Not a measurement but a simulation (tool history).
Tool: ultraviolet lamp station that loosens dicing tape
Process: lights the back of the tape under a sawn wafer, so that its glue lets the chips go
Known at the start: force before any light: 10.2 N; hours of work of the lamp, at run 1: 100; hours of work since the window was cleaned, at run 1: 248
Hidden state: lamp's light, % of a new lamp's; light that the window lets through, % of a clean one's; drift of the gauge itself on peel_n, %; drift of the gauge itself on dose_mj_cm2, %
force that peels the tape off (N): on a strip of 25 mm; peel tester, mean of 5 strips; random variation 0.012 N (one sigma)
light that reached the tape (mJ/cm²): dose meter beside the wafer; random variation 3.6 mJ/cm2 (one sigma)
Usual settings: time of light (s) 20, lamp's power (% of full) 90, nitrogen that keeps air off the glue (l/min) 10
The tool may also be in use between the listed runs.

run    hour  time of light (s)  lamp's power (% of full)  nitrogen that keeps air off the glue (l/min)  hours of work of the lamp  hours of work since the window was cleaned  force that peels the tape off (N)  light that reached the tape (mJ/cm²)
  1       0                 20                        90                                            10                        100                                         248                              0.699                                   538
  2    49.9                 27                        90                                            10                        125                                         273                              0.373                                   715
  3   111.1                 20                        90                                            10                        156                                         304                              0.741                                   525
  4   170.7                 20                        90                                            10                        186                                         334                              0.761                                   515
      196.1  -- window cleaned of glue's vapour
  5   214.8                 20                        90                                            10                        208                                           9                              0.635                                   567
  6   259.9                 20                        90                                            10                        231                                          32                              0.669                                   556
  7   298.2                 20                        90                                            10                        250                                          51                              0.698                                   553
  8   350.5                 21                        90                                            10                        276                                          77                               0.62                                   570
  9     379                 21                        90                                            18                        290                                          92                              0.441                                   562
 10   424.3                 21                        90                                            18                        313                                         115                              0.422                                   557
 11   472.3                 21                        90                                            18                        337                                         139                               0.48                                   538
 12   504.9                 20                        90                                            10                        353                                         155                              0.763                                   515
 13   537.5                 20                        67                                            10                        370                                         171                              1.441                                   377
 14   591.9                 20                        90                                            10                        397                                         199                              0.841                                   495
 15   627.7                 20                        90                                            10                        415                                         217                              0.858                                   491
 16   672.1                 11                        90                                            10                        437                                         239                              2.464                                   264
 17   723.7                 10                        90                                            10                        463                                         265                              2.864                                   239
 18   755.9                 38                        62                                             5                        479                                         281                              0.962                                   620
 19   810.2                 38                        62                                             5                        507                                         308                              0.988                                   608
 20   869.9                 22                        77                                            10                        537                                         338                              1.126                                   426
      888.2  -- window cleaned of glue's vapour
 21   928.6                 22                        77                                            10                        566                                          20                              0.958                                   477
 22   954.6                 15                        90                                            10                        579                                          33                              1.458                                   376
 23  1004.8                 19                        79                                            10                        604                                          59                              1.232                                   405
 24  1049.8                 24                        63                                            12                        627                                          81                              1.099                                   401
 25  1091.1                 24                        63                                            12                        647                                         102                              1.181                                   397
 26  1151.2                 38                        77                                             5                        678                                         132                              0.633                                   753
 27  1176.2                 20                        91                                             9                        690                                         145                              1.085                                   461
 28  1223.7                 28                        79                                             7                        714                                         168                              0.891                                   557
 29  1284.8                 33                        83                                             4                        745                                         199                              0.968                                   672
       1290  -- lamp changed
 30  1339.1                 33                        66                                             4                         25                                         226                              0.973                                   671
 31    1377                 11                        95                                            19                         44                                         245                              1.345                                   320
 32  1416.5                 23                        70                                             7                         63                                         265                              1.136                                   480
 33    1467                 11                        66                                             3                         89                                         290                              5.115                                   212
 34    1528                 35                        93                                            14                        119                                         321                               0.23                                   946

Forecast each of these 5 alternatives for the next run:
  A  1576.1                 20                        90                                            16                        144                                         345                                  ?                                     ?
  B  1576.1                 20                        89                                            10                        144                                         345                                  ?                                     ?
  C  1576.1                 10                        93                                             7                        144                                         345                                  ?                                     ?
  D  1576.1                 35                        75                                            14                        144                                         345                                  ?                                     ?
  E  1576.1                 27                       100                                             4                        144                                         345                                  ?                                     ?

run  force that peels the tape off (N)  light that reached the tape (mJ/cm²)
  A                              0.555                                   509
  B                              0.789                                   509
  C                              3.051                                   265
  D                                0.3                                   748
  E                              0.691                                   774
Without the tool's hidden state the same runs would have given:
run  force that peels the tape off (N)  light that reached the tape (mJ/cm²)
  A                              0.404                                   596
  B                              0.566                                   596
  C                              2.489                                   310
  D                              0.249                                   876
  E                              0.495                                   908
